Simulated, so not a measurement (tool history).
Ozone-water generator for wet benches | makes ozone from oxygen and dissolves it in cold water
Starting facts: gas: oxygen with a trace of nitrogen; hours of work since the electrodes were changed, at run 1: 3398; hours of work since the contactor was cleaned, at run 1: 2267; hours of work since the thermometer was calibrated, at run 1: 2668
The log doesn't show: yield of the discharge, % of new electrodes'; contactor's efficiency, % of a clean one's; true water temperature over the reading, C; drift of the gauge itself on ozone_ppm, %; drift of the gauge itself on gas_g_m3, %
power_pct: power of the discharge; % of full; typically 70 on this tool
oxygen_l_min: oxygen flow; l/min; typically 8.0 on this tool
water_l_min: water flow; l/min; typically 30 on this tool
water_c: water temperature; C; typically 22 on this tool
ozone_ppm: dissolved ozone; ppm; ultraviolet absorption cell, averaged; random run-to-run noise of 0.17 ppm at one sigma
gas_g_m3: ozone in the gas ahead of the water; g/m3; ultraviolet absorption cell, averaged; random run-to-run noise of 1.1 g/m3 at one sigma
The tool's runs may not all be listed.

run    hour  power_pct  oxygen_l_min  water_l_min  water_c  hours of work since the electrodes were changed  hours of work since the contactor was cleaned  hours of work since the thermometer was calibrated  ozone_ppm  gas_g_m3
  1     0.0         70           8.0           30       22                                             3398                                           2267                                                2668       22.2     191.5
  2   184.5         70           8.0           20       22                                             3516                                           2385                                                2787       29.0     194.2
  3   353.8         70           8.0           31       22                                             3625                                           2494                                                2896       21.6     192.0
  4   519.6         59           8.0           30       22                                             3732                                           2601                                                3002       18.8     165.0
  5   744.8         61           8.0           30       22                                             3877                                           2746                                                3147       19.2     170.4
  6   927.1         42           8.0           30       22                                             3994                                           2863                                                3264       13.8     120.5
  7  1022.8         70           8.0           30       22                                             4055                                           2925                                                3326       22.3     192.8
  8  1215.3         70           8.0           30       22                                             4179                                           3048                                                3450       22.1     193.4
  9  1363.7         70           8.0           30       22                                             4275                                           3144                                                3545       22.0     192.8
 10  1461.5         70           8.0           30       22                                             4338                                           3207                                                3608       22.2     194.3
 11  1643.8         70           8.0           27       22                                             4455                                           3324                                                3726       23.8     193.5
 12  1759.4         70           8.0           27       22                                             4529                                           3398                                                3800       23.6     192.5
 13  1960.4         70           8.0           27       22                                             4659                                           3528                                                3929       23.7     191.3
 14  2076.6         70           8.0           27       22                                             4733                                           3602                                                4004       23.8     191.9
 15  2294.4         70           8.0           27       19                                             4873                                           3743                                                4144       24.8     191.8
 16  2427.3         70           8.0           27       19                                             4959                                           3828                                                4230       25.0     191.8
 17  2595.3         80           6.8           43       18                                             5067                                           3936                                                4338       18.9     242.1

Estimate the outcome of run 18 from the log above:
     2759.2  -- water thermometer calibrated
 18  2761.5         94           8.0           26       22                                             5174                                           4043                                                   1          ?         ?

ozone_ppm: 32.3 ppm
gas_g_m3: 250.8 g/m3
With the hidden condition absent and the run-to-run variation left alone, this run would have shown ozone_ppm 32.3 ppm, gas_g_m3 251.1 g/m3.
